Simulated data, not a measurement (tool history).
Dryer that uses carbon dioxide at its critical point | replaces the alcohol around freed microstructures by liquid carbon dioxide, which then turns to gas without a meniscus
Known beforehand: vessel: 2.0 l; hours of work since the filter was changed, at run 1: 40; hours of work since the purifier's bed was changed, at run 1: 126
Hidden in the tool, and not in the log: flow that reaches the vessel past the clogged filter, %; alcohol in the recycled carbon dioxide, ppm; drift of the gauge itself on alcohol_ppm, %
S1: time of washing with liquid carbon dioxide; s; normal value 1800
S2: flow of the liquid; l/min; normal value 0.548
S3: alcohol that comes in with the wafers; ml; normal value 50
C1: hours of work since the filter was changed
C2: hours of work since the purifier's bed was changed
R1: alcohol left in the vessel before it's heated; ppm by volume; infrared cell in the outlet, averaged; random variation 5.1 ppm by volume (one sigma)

run   hour    S1     S2   S3   C1   C2    R1
  1    0.0  1800  0.548   50   40  126   102
  2   10.0  1800  0.548   50   44  130   102
  3   25.2  1800  0.548   50   49  135   107
  4   35.1  1800  0.548  103   53  139   206
  5   48.2  1800  0.548  103   58  144   193
  6   64.1  1800  0.548   50   64  150   116
  7   72.4  1800  0.548   50   67  153   123
  8   88.5  1800  0.548   50   73  159   129
  9   97.5  1800  0.548   50   77  163   120
 10  104.6  1800  0.548   50   79  165   112
 11  118.0  1800  0.548   50   84  170   119
 12  132.4  1800  0.548   50   90  176   127
 13  143.7  1800  0.548   49   94  180   118
 14  156.5  1800  0.548   99   99  185   195
 15  169.8  1800  0.548   99  104  190   202
 16  178.3  1800  0.548   99  107  193   207
 17  191.8  1800  0.548   50  112  198   122
 18  207.4  1800  0.548   50  118  204   135
 19  220.3  1800  0.548   50  123  209   129
 20  236.3  1800  0.548   50  129  215   130
 21  252.5  1800  0.548   50  135  221   131
 22  264.2  1980  0.382   65  139  225   491
 23  274.1  2460  0.382   65  143  229   211
 24  282.7  1440  0.548   24  146  232   175
 25  291.3  1080  0.548   56  149  235   953
 26  305.9  1080  0.757   56  155  241   294
 27  313.5  1320  0.382   56  158  244  1672
 28  330.6  1440  0.435   52  164  250   780
 29  338.4  1440  0.435   52  167  253   770
 30  352.5  1920  0.778   50  172  258    68
 31  368.7  1740  0.778   91  178  264    87
 32  383.8  1740  0.387   31  184  270   401
 33  393.3  1260  0.536   50  188  274   566
 34  402.3  1260  0.548   47  191  277   504
 35  415.3  1260  0.548   47  196  282   487
 36  428.0  1260  0.548   47  201  287   518
 37  438.4  1260  0.548   47  205  291   501
 38  453.6  1260  0.548   47  210  296   504
 39  467.9  1260  0.548   47  216  302   507
 40  482.8  1800  0.458   50  221  307   298
 41  492.3  2160  0.373   50  225  311   351
 42  509.2  1800  0.793   36  231  317    80

4 ways to go on from here, each from the tool as it stands after run 42. What would each give?
  A  522.5  1680  0.822  42  236  322   ?
  B  522.5  1440  0.719  27  236  322   ?
  C  522.5  2040  0.445  36  236  322   ?
  D  522.5  2640  0.621  89  236  322   ?

run   R1
  A   89
  B  116
  C  177
  D   79
The same runs, with their run-to-run variation unchanged, on a tool lacking any hidden condition would have given:
run  R1
  A  13
  B  37
  C  88
  D   4
